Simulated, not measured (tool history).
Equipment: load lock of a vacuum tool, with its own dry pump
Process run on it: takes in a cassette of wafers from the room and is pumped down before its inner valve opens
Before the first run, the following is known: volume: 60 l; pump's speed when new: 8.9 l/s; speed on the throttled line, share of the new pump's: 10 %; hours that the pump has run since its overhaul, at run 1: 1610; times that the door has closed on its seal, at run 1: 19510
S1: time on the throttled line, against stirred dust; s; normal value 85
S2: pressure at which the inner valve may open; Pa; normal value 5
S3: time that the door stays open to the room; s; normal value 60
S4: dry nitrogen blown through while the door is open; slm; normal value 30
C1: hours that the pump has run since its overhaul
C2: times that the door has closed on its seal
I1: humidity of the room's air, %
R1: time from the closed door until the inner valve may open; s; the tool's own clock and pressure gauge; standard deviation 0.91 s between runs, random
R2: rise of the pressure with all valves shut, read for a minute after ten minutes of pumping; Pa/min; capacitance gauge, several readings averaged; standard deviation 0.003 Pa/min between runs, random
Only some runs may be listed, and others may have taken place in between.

run	hour	S1	S2	S3	S4	C1	C2	I1	R1	R2
1	0	85	5	60	30	1610	19510	45.6	142.2	0.142
2	98.3	85	5	60	30	1708	19948	41.6	146.1	0.141
3	216.2	72	5	60	30	1826	20473	44.9	131.7	0.143
4	359.8	85	5	60	30	1970	21113	44.1	144.4	0.153
5	489.9	85	5	60	30	2100	21693	46.8	145.6	0.159
6	566.5	85	5	60	30	2176	22034	46.1	144.7	0.158
7	691.6	85	5	60	30	2301	22592	45.1	145.1	0.168
8	782.6	85	5	60	30	2392	22997	45.4	144.8	0.171
9	922.5	85	5	60	30	2532	23621	45.8	144.9	0.176
10	1076.6	57	5	60	30	2686	24308	43.3	120.4	0.176
11	1205.1	57	6	60	30	2815	24880	45.3	118.1	0.188
12	1321.6	57	6	60	30	2931	25399	48.2	118.6	0.188
13	1438.1	57	4	60	30	3048	25919	43.8	122.8	0.193
14	1566.3	57	4	60	30	3176	26490	45.6	122.7	0.204
15	1658.5	85	5	60	30	3268	26901	44.4	145.5	0.207
16	1772.4	85	5	60	30	3382	27408	43.8	145.5	0.199
17	1928.7	85	5	60	30	3538	28105	44.5	145.2	0.21
18	2043.5	85	5	60	30	3653	28616	43.9	146.7	0.223
19	2194.5	85	5	60	16	3804	29289	42.9	147.4	0.23
20	2272.4	85	4	36	30	3882	29636	47.4	146.9	0.218
21	2336.4	85	4	36	30	3946	29921	41.7	149	0.223
22	2423.1	144	8	169	11	4033	30308	42.8	196.6	0.275
23	2536.2	72	4	33	40	4146	30812	45.1	137.4	0.23
24	2674.3	123	6	33	40	4284	31427	48	177.6	0.239
25	2763.3	47	5	75	6	4373	31824	46.4	111.6	0.278
26	2907.3	163	5	75	6	4517	32466	45.5	213.2	0.287
27	2991.6	163	5	75	6	4601	32841	45.2	213.4	0.282
28	3144.1	163	4	86	6	4754	33521	45.1	217.3	0.296
29	3295.9	76	7	86	6	4906	34197	47.6	136.2	0.316
30	3440.1	76	7	86	6	5050	34840	52.7	136.3	0.316
31	3571.8	69	7	74	6	5181	35427	45.1	131.3	0.317
32	3725.5	85	9	60	8	5335	36112	46.1	142.6	0.307
33	3806.4	59	8	175	11	5416	36472	44.5	121.1	0.346
34	3951.7	59	8	175	11	5561	37120	44.4	120	0.354
35	4050.6	59	8	175	10	5660	37560	46.3	121.3	0.366
36	4170.5	97	8	78	10	5780	38095	44.3	155	0.332

Table of differences, measured result less the result of that run with no hidden state. Run-to-run variation is the same in both. Gauge scatter possibly is not:
What the log doesn't record here: pump's speed, % of a new pump's; leak at the door's seal, Pa l/s; drift of the gauge itself on ready_s, %; drift of the gauge itself on rise_pa_min, %.
run	R1	R2
1	+0.6	+0.103
2	+0.7	+0.104
3	+0.9	+0.108
4	+0.9	+0.114
5	+0.9	+0.121
6	+1	+0.123
7	+1	+0.126
8	+1.2	+0.129
9	+1.2	+0.135
10	+1.4	+0.14
11	+1.6	+0.145
12	+1.7	+0.148
13	+1.7	+0.153
14	+1.8	+0.16
15	+1.7	+0.165
16	+1.8	+0.165
17	+1.9	+0.172
18	+2	+0.176
19	+2.1	+0.184
20	+2.2	+0.187
21	+2.3	+0.188
22	+2	+0.193
23	+2.6	+0.205
24	+2.2	+0.208
25	+2.8	+0.211
26	+2.3	+0.221
27	+2.4	+0.219
28	+2.6	+0.222
29	+2.8	+0.237
30	+2.9	+0.239
31	+3	+0.25
32	+2.9	+0.251
33	+3.3	+0.255
34	+3.5	+0.266
35	+3.5	+0.269
36	+3.3	+0.277
